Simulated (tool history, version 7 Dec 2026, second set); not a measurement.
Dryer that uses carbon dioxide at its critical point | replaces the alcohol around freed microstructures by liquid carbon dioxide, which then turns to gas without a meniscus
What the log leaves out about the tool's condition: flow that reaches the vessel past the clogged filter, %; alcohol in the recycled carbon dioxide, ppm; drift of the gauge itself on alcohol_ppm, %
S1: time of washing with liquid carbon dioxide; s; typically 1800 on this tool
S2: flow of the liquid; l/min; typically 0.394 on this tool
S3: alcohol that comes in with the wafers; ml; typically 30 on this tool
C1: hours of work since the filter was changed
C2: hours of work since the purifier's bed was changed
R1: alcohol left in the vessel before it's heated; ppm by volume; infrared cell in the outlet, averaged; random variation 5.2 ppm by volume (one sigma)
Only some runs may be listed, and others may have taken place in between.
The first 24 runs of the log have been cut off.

run,hour,S1,S2,S3,C1,C2,R1
25,163.8,2700,0.473,104,408,121,19
26,169.2,2520,0.367,28,409,123,37
27,173.0,1620,0.668,30,411,124,19
28,181.0,1800,0.446,42,414,127,91
29,189.3,1800,0.446,42,416,130,89
30,193.4,1800,0.446,42,418,131,95
31,197.8,1800,0.280,30,419,133,454
32,205.2,1800,0.280,30,422,136,465

3 options for the next run, each taken on its own from the tool as it stands now. Forecast them:
A,214.4,2100,0.308,32,425,139,?
B,214.4,1800,0.394,109,425,139,?
C,214.4,1260,0.542,30,425,139,?

run,R1
A,187
B,403
C,140
Take away the tool's hidden state, keep each run's random variation, and the runs would have read:
run,R1
A,144
B,312
C,105
